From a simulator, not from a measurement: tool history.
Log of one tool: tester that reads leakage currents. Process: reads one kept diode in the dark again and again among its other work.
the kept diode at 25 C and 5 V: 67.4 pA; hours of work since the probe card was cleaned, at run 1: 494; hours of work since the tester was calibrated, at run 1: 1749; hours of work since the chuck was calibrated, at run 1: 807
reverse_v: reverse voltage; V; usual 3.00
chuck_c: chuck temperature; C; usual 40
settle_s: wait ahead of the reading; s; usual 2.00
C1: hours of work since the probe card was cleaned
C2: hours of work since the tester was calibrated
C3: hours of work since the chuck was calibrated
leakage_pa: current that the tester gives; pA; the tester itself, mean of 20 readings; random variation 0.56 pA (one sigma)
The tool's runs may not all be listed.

Run 1, hour 0.0: usual settings; C1 494; C2 1749; C3 807. Result: leakage_pa 213.38 pA.
Run 2, hour 25.0: usual settings; C1 512; C2 1767; C3 825. Result: leakage_pa 211.79 pA.
Run 3, hour 52.6: usual settings; C1 531; C2 1787; C3 845. Result: leakage_pa 213.34 pA.
Run 4, hour 92.2: usual settings; C1 560; C2 1815; C3 874. Result: leakage_pa 215.30 pA.
Run 5, hour 126.5: usual settings; C1 584; C2 1840; C3 898. Result: leakage_pa 215.33 pA.
Run 6, hour 155.3: usual settings; C1 605; C2 1860; C3 919. Result: leakage_pa 215.59 pA.
Run 7, hour 181.6: usual settings but chuck_c 26 C; C1 624; C2 1879; C3 938. Result: leakage_pa 68.08 pA.
Run 8, hour 225.2: usual settings but chuck_c 26 C; C1 655; C2 1910; C3 969. Result: leakage_pa 68.26 pA.
Run 9, hour 271.8: usual settings but reverse_v 6.65 V; C1 689; C2 1944; C3 1003. Result: leakage_pa 336.49 pA.
Run 10, hour 308.4: usual settings but reverse_v 6.65 V; C1 715; C2 1970; C3 1029. Result: leakage_pa 337.41 pA.
Run 11, hour 338.3: usual settings but reverse_v 6.65 V; C1 736; C2 1992; C3 1050. Result: leakage_pa 339.44 pA.
Run 12, hour 371.0: usual settings but reverse_v 6.65 V; C1 760; C2 2015; C3 1074. Result: leakage_pa 339.23 pA.
Run 13, hour 404.8: usual settings but reverse_v 6.65 V; C1 784; C2 2039; C3 1098. Result: leakage_pa 342.52 pA.
Run 14, hour 441.5: usual settings but reverse_v 6.65 V; C1 810; C2 2066; C3 1124. Result: leakage_pa 342.24 pA.
At hour 453.9: chuck's temperature calibrated.
Run 15, hour 481.5: usual settings but reverse_v 6.65 V; C1 838; C2 2093; C3 20. Result: leakage_pa 294.18 pA.
Run 16, hour 501.9: usual settings but reverse_v 10.09 V; C1 852; C2 2108; C3 34. Result: leakage_pa 367.32 pA.
Run 17, hour 532.5: usual settings but reverse_v 10.09 V; C1 874; C2 2130; C3 56. Result: leakage_pa 368.68 pA.
Run 18, hour 555.1: usual settings but reverse_v 10.09 V; C1 891; C2 2146; C3 73. Result: leakage_pa 371.51 pA.
Run 19, hour 583.7: usual settings but reverse_v 10.09 V, chuck_c 45 C; C1 911; C2 2166; C3 93. Result: leakage_pa 548.46 pA.
Run 20, hour 628.3: usual settings but reverse_v 10.09 V, chuck_c 45 C; C1 943; C2 2198; C3 125. Result: leakage_pa 555.52 pA.
Run 21, hour 655.1: usual settings but settle_s 5.17 s; C1 962; C2 2218; C3 144. Result: leakage_pa 193.25 pA.
Run 22, hour 696.5: usual settings but settle_s 5.17 s; C1 992; C2 2247; C3 174. Result: leakage_pa 194.83 pA.
Run 23, hour 718.5: usual settings but settle_s 5.17 s; C1 1008; C2 2263; C3 190. Result: leakage_pa 194.27 pA.
Run 24, hour 761.5: usual settings but settle_s 4.57 s; C1 1039; C2 2294; C3 221. Result: leakage_pa 194.47 pA.
Run 25, hour 793.5: usual settings but reverse_v 18.66 V, chuck_c 52 C, settle_s 4.57 s; C1 1062; C2 2317; C3 244. Result: leakage_pa 1335.72 pA.
Run 26, hour 833.2: usual settings but reverse_v 1.10 V, chuck_c 26 C; C1 1090; C2 2345; C3 272. Result: leakage_pa 35.70 pA.
Run 27, hour 856.3: usual settings but reverse_v 1.10 V, chuck_c 26 C; C1 1107; C2 2362; C3 289. Result: leakage_pa 35.87 pA.
Run 28, hour 894.1: usual settings but reverse_v 2.73 V, settle_s 1.20 s; C1 1134; C2 2389; C3 316. Result: leakage_pa 189.46 pA.
Run 29, hour 921.0: usual settings but reverse_v 4.60 V, chuck_c 21 C, settle_s 1.20 s; C1 1153; C2 2408; C3 335. Result: leakage_pa 52.82 pA.
Run 30, hour 949.9: usual settings but reverse_v 10.11 V, chuck_c 51 C, settle_s 0.36 s; C1 1174; C2 2429; C3 356. Result: leakage_pa 917.28 pA.
Run 31, hour 972.9: usual settings but reverse_v 8.23 V, chuck_c 29 C; C1 1191; C2 2446; C3 373. Result: leakage_pa 141.58 pA.
Run 32, hour 1017.9: usual settings but reverse_v 9.45 V, chuck_c 21 C, settle_s 1.89 s; C1 1223; C2 2478; C3 405. Result: leakage_pa 80.55 pA.
Run 33, hour 1043.3: usual settings but chuck_c 53 C, settle_s 2.94 s; C1 1241; C2 2496; C3 423. Result: leakage_pa 554.26 pA.
Run 34, hour 1074.2: usual settings but reverse_v 6.01 V, chuck_c 53 C, settle_s 1.00 s; C1 1263; C2 2518; C3 445. Result: leakage_pa 803.85 pA.
Run 35, hour 1107.0: usual settings but reverse_v 6.01 V, chuck_c 53 C, settle_s 1.00 s; C1 1287; C2 2542; C3 469. Result: leakage_pa 809.88 pA.
At hour 1125.7: tester calibrated.
Run 36, hour 1142.6: usual settings but reverse_v 14.43 V, chuck_c 44 C; C1 1311; C2 12; C3 493. Result: leakage_pa 646.65 pA.
Run 37, hour 1167.5: usual settings but reverse_v 8.16 V, chuck_c 57 C; C1 1329; C2 30; C3 511. Result: leakage_pa 1272.65 pA.
Run 38, hour 1195.4: usual settings but reverse_v 2.13 V; C1 1349; C2 50; C3 531. Result: leakage_pa 169.03 pA.
Run 39, hour 1226.0: usual settings but reverse_v 2.13 V; C1 1371; C2 72; C3 553. Result: leakage_pa 167.81 pA.

Forecast each of these 5 alternatives for the next run:
Run A, hour 1248.3: usual settings but reverse_v 3.63 V, chuck_c 41 C, settle_s 8.58 s; C1 1387; C2 88; C3 569. Result: leakage_pa ?.
Run B, hour 1248.3: usual settings but reverse_v 1.90 V, chuck_c 43 C; C1 1387; C2 88; C3 569. Result: leakage_pa ?.
Run C, hour 1248.3: usual settings but reverse_v 2.13 V, chuck_c 22 C; C1 1387; C2 88; C3 569. Result: leakage_pa ?.
Run D, hour 1248.3: usual settings but reverse_v 8.34 V, chuck_c 27 C, settle_s 0.57 s; C1 1387; C2 88; C3 569. Result: leakage_pa ?.
Run E, hour 1248.3: usual settings but reverse_v 1.21 V, chuck_c 21 C, settle_s 0.60 s; C1 1387; C2 88; C3 569. Result: leakage_pa ?.

run  leakage_pa
  A      244.33
  B      202.32
  C       37.72
  D      127.89
  E       25.79
Without the tool's hidden state the same runs would have given:
run  leakage_pa
  A      223.88
  B      186.54
  C       32.91
  D      111.14
  E       22.72

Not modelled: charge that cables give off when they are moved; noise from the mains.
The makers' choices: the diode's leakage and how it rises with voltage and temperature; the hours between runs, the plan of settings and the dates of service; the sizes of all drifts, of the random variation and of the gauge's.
